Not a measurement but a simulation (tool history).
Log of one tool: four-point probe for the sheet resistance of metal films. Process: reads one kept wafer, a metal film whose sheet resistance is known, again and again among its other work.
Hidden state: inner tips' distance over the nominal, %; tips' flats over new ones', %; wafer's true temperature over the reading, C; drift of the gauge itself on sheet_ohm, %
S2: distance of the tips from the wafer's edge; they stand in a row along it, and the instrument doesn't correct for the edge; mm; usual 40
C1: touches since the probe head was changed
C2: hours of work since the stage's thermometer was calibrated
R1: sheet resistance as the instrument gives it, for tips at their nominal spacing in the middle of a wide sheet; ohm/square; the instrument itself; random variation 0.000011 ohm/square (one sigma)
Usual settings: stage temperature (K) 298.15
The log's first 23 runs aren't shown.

run 24 hour=299.6 | stage_temperature_(K)=306.15 S2=40 | C1=15524 C2=185 | R1=0.052967
run 25 hour=316.7 | stage_temperature_(K)=294.15 S2=13 | C1=15823 C2=193 | R1=0.052922
run 26 hour=329.3 | stage_temperature_(K)=293.15 S2=17 | C1=16041 C2=200 | R1=0.052903
run 27 hour=343.4 | stage_temperature_(K)=297.15 S2=65 | C1=16287 C2=206 | R1=0.052915
run 28 hour=363.1 | stage_temperature_(K)=292.15 S2=28 | C1=16631 C2=216 | R1=0.052868
run 29 hour=381.4 | stage_temperature_(K)=297.15 S2=7 | C1=16949 C2=225 | R1=0.053073
run 30 hour=395.3 | stage_temperature_(K)=304.15 S2=40 | C1=17192 C2=232 | R1=0.052970
run 31 hour=412.8 | stage_temperature_(K)=304.15 S2=40 | C1=17496 C2=240 | R1=0.052981
run 32 hour=432.1 | stage_temperature_(K)=304.15 S2=40 | C1=17833 C2=250 | R1=0.052976
run 33 hour=442.0 | stage_temperature_(K)=297.15 S2=40 | C1=18005 C2=255 | R1=0.052910
run 34 hour=453.8 | stage_temperature_(K)=297.15 S2=40 | C1=18211 C2=260 | R1=0.052922
run 35 hour=469.6 | stage_temperature_(K)=294.15 S2=40 | C1=18486 C2=268 | R1=0.052878
run 36 hour=482.7 | stage_temperature_(K)=294.15 S2=40 | C1=18715 C2=275 | R1=0.052899
run 37 hour=497.3 | stage_temperature_(K)=300.15 S2=3 | C1=18968 C2=282 | R1=0.053710
run 38 hour=505.7 | stage_temperature_(K)=300.15 S2=4 | C1=19115 C2=286 | R1=0.053380
run 39 hour=518.6 | stage_temperature_(K)=306.15 S2=14 | C1=19340 C2=292 | R1=0.053024
run 40 hour=535.3 | stage_temperature_(K)=306.15 S2=22 | C1=19630 C2=300 | R1=0.053006
run 41 hour=553.6 | stage_temperature_(K)=295.15 S2=40 | C1=19949 C2=309 | R1=0.052921
run 42 hour=569.7 | stage_temperature_(K)=299.15 S2=64 | C1=20229 C2=317 | R1=0.052923
run 43 hour=581.4 | stage_temperature_(K)=299.15 S2=23 | C1=20433 C2=323 | R1=0.052948
run 44 hour=593.4 | stage_temperature_(K)=297.15 S2=20 | C1=20642 C2=329 | R1=0.052934
run 45 hour=607.4 | stage_temperature_(K)=301.15 S2=43 | C1=20887 C2=336 | R1=0.052945
run 46 hour=624.4 | stage_temperature_(K)=294.15 S2=54 | C1=21183 C2=344 | R1=0.052886

Forecast each of these 3 alternatives for the next run:
run A hour=644.2 | stage_temperature_(K)=305.15 S2=11 | C1=21528 C2=353 | R1=?
run B hour=644.2 | stage_temperature_(K)=294.15 S2=63 | C1=21528 C2=353 | R1=?
run C hour=644.2 | stage_temperature_(K)=296.15 S2=40 | C1=21528 C2=353 | R1=?

run=A R1=0.053040
run=B R1=0.052895
run=C R1=0.052913
Without the tool's hidden state the same runs would have given:
run=A R1=0.053037
run=B R1=0.052892
run=C R1=0.052910
